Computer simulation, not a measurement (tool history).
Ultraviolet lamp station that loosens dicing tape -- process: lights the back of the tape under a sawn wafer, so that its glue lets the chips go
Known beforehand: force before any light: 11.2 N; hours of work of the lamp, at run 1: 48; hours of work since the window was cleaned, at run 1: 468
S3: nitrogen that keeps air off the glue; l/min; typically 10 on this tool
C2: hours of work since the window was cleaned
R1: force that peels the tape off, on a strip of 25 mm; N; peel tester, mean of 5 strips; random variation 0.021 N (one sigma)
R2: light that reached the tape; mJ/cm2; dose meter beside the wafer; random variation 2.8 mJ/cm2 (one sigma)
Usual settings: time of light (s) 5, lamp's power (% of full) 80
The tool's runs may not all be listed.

run 1 hour=0 | time_of_light_(s)=5 lamp's_power_(%_of_full)=80 S3=10 | hours_of_work_of_the_lamp=48 C2=468 | R1=1.296 R2=340
run 2 hour=42.7 | time_of_light_(s)=5 lamp's_power_(%_of_full)=80 S3=6 | hours_of_work_of_the_lamp=65 C2=486 | R1=1.67 R2=341
run 3 hour=89.2 | time_of_light_(s)=6 lamp's_power_(%_of_full)=80 S3=10 | hours_of_work_of_the_lamp=84 C2=505 | R1=0.938 R2=402
run 4 hour=134.5 | time_of_light_(s)=5 lamp's_power_(%_of_full)=69 S3=10 | hours_of_work_of_the_lamp=102 C2=523 | R1=1.831 R2=290
run 5 hour=179.8 | time_of_light_(s)=5 lamp's_power_(%_of_full)=69 S3=10 | hours_of_work_of_the_lamp=121 C2=541 | R1=1.869 R2=279
run 6 hour=216.8 | time_of_light_(s)=5 lamp's_power_(%_of_full)=80 S3=10 | hours_of_work_of_the_lamp=136 C2=556 | R1=1.429 R2=326
run 7 hour=291.7 | time_of_light_(s)=5 lamp's_power_(%_of_full)=80 S3=10 | hours_of_work_of_the_lamp=166 C2=586 | R1=1.479 R2=320
-- hour=297.8 window cleaned of glue's vapour
run 8 hour=344.8 | time_of_light_(s)=5 lamp's_power_(%_of_full)=80 S3=10 | hours_of_work_of_the_lamp=187 C2=19 | R1=1.099 R2=378
run 9 hour=394.1 | time_of_light_(s)=5 lamp's_power_(%_of_full)=80 S3=10 | hours_of_work_of_the_lamp=207 C2=39 | R1=1.154 R2=361
run 10 hour=438.1 | time_of_light_(s)=5 lamp's_power_(%_of_full)=80 S3=10 | hours_of_work_of_the_lamp=225 C2=57 | R1=1.133 R2=366
run 11 hour=491.1 | time_of_light_(s)=5 lamp's_power_(%_of_full)=80 S3=10 | hours_of_work_of_the_lamp=247 C2=78 | R1=1.146 R2=360
run 12 hour=529.2 | time_of_light_(s)=5 lamp's_power_(%_of_full)=80 S3=10 | hours_of_work_of_the_lamp=262 C2=94 | R1=1.188 R2=363
run 13 hour=583.9 | time_of_light_(s)=5 lamp's_power_(%_of_full)=80 S3=10 | hours_of_work_of_the_lamp=284 C2=116 | R1=1.207 R2=353
run 14 hour=654 | time_of_light_(s)=5 lamp's_power_(%_of_full)=80 S3=10 | hours_of_work_of_the_lamp=312 C2=144 | R1=1.23 R2=350
run 15 hour=694.9 | time_of_light_(s)=5 lamp's_power_(%_of_full)=80 S3=10 | hours_of_work_of_the_lamp=329 C2=161 | R1=1.29 R2=351
run 16 hour=748.9 | time_of_light_(s)=5 lamp's_power_(%_of_full)=80 S3=10 | hours_of_work_of_the_lamp=351 C2=183 | R1=1.283 R2=344
run 17 hour=807.8 | time_of_light_(s)=5 lamp's_power_(%_of_full)=80 S3=3 | hours_of_work_of_the_lamp=375 C2=206 | R1=2.192 R2=343
run 18 hour=846.8 | time_of_light_(s)=5 lamp's_power_(%_of_full)=80 S3=7 | hours_of_work_of_the_lamp=390 C2=222 | R1=1.562 R2=339
run 19 hour=912.3 | time_of_light_(s)=5 lamp's_power_(%_of_full)=80 S3=10 | hours_of_work_of_the_lamp=417 C2=249 | R1=1.387 R2=335
run 20 hour=971.7 | time_of_light_(s)=5 lamp's_power_(%_of_full)=80 S3=10 | hours_of_work_of_the_lamp=441 C2=273 | R1=1.429 R2=330
run 21 hour=1020 | time_of_light_(s)=5 lamp's_power_(%_of_full)=80 S3=10 | hours_of_work_of_the_lamp=461 C2=292 | R1=1.425 R2=328
run 22 hour=1068.5 | time_of_light_(s)=8 lamp's_power_(%_of_full)=80 S3=9 | hours_of_work_of_the_lamp=480 C2=312 | R1=0.557 R2=518
run 23 hour=1146.4 | time_of_light_(s)=5 lamp's_power_(%_of_full)=80 S3=14 | hours_of_work_of_the_lamp=512 C2=343 | R1=1.314 R2=319
run 24 hour=1204.8 | time_of_light_(s)=5 lamp's_power_(%_of_full)=72 S3=14 | hours_of_work_of_the_lamp=535 C2=367 | R1=1.748 R2=283
run 25 hour=1266.8 | time_of_light_(s)=5 lamp's_power_(%_of_full)=72 S3=14 | hours_of_work_of_the_lamp=560 C2=392 | R1=1.746 R2=279
run 26 hour=1305.6 | time_of_light_(s)=4 lamp's_power_(%_of_full)=66 S3=7 | hours_of_work_of_the_lamp=576 C2=408 | R1=3.436 R2=202
run 27 hour=1377.8 | time_of_light_(s)=4 lamp's_power_(%_of_full)=70 S3=10 | hours_of_work_of_the_lamp=605 C2=437 | R1=2.967 R2=210
run 28 hour=1412.2 | time_of_light_(s)=7 lamp's_power_(%_of_full)=73 S3=4 | hours_of_work_of_the_lamp=619 C2=451 | R1=1.623 R2=387
run 29 hour=1485.2 | time_of_light_(s)=3 lamp's_power_(%_of_full)=89 S3=6 | hours_of_work_of_the_lamp=649 C2=480 | R1=3.642 R2=198
run 30 hour=1550.6 | time_of_light_(s)=3 lamp's_power_(%_of_full)=89 S3=6 | hours_of_work_of_the_lamp=675 C2=507 | R1=3.627 R2=197
run 31 hour=1612.7 | time_of_light_(s)=7 lamp's_power_(%_of_full)=80 S3=4 | hours_of_work_of_the_lamp=700 C2=532 | R1=1.445 R2=401
run 32 hour=1656.3 | time_of_light_(s)=7 lamp's_power_(%_of_full)=80 S3=4 | hours_of_work_of_the_lamp=718 C2=550 | R1=1.5 R2=401
run 33 hour=1699.8 | time_of_light_(s)=5 lamp's_power_(%_of_full)=80 S3=6 | hours_of_work_of_the_lamp=736 C2=567 | R1=2.292 R2=286
-- hour=1758.5 window cleaned of glue's vapour
run 34 hour=1770.7 | time_of_light_(s)=5 lamp's_power_(%_of_full)=86 S3=4 | hours_of_work_of_the_lamp=764 C2=5 | R1=1.918 R2=357
run 35 hour=1808.1 | time_of_light_(s)=4 lamp's_power_(%_of_full)=80 S3=12 | hours_of_work_of_the_lamp=779 C2=20 | R1=2.055 R2=259
run 36 hour=1867.6 | time_of_light_(s)=5 lamp's_power_(%_of_full)=80 S3=8 | hours_of_work_of_the_lamp=803 C2=44 | R1=1.63 R2=322
run 37 hour=1900.9 | time_of_light_(s)=5 lamp's_power_(%_of_full)=80 S3=8 | hours_of_work_of_the_lamp=817 C2=58 | R1=1.536 R2=324
run 38 hour=1981.8 | time_of_light_(s)=3 lamp's_power_(%_of_full)=80 S3=14 | hours_of_work_of_the_lamp=849 C2=90 | R1=3.099 R2=186
run 39 hour=2040.4 | time_of_light_(s)=8 lamp's_power_(%_of_full)=86 S3=14 | hours_of_work_of_the_lamp=873 C2=114 | R1=0.408 R2=536
run 40 hour=2088.2 | time_of_light_(s)=5 lamp's_power_(%_of_full)=93 S3=10 | hours_of_work_of_the_lamp=893 C2=133 | R1=1.202 R2=354
run 41 hour=2144.2 | time_of_light_(s)=3 lamp's_power_(%_of_full)=69 S3=14 | hours_of_work_of_the_lamp=915 C2=156 | R1=3.858 R2=158
run 42 hour=2215.6 | time_of_light_(s)=3 lamp's_power_(%_of_full)=69 S3=3 | hours_of_work_of_the_lamp=944 C2=185 | R1=5.472 R2=153

How the hidden state differs across the entries between the runs, from the last listed run before each to the first after it:
From run 7 to run 8: window cleaned of glue's vapour (hour 297.8)
  lamp's light, % of a new lamp's: 96.6 -> 96.2; light that the window lets through, % of a clean one's: 84.6 -> 99.1
  the result without the hidden state subtracted from the measured one, R1: +0.5 -> +0.109 N; R2: -71 -> -18 mJ/cm2
From run 33 to run 34: window cleaned of glue's vapour (hour 1758.5)
  lamp's light, % of a new lamp's: 84.8 -> 84.3; light that the window lets through, % of a clean one's: 85.3 -> 99.6
  the result without the hidden state subtracted from the measured one, R1: +1.006 -> +0.534 N; R2: -109 -> -68 mJ/cm2
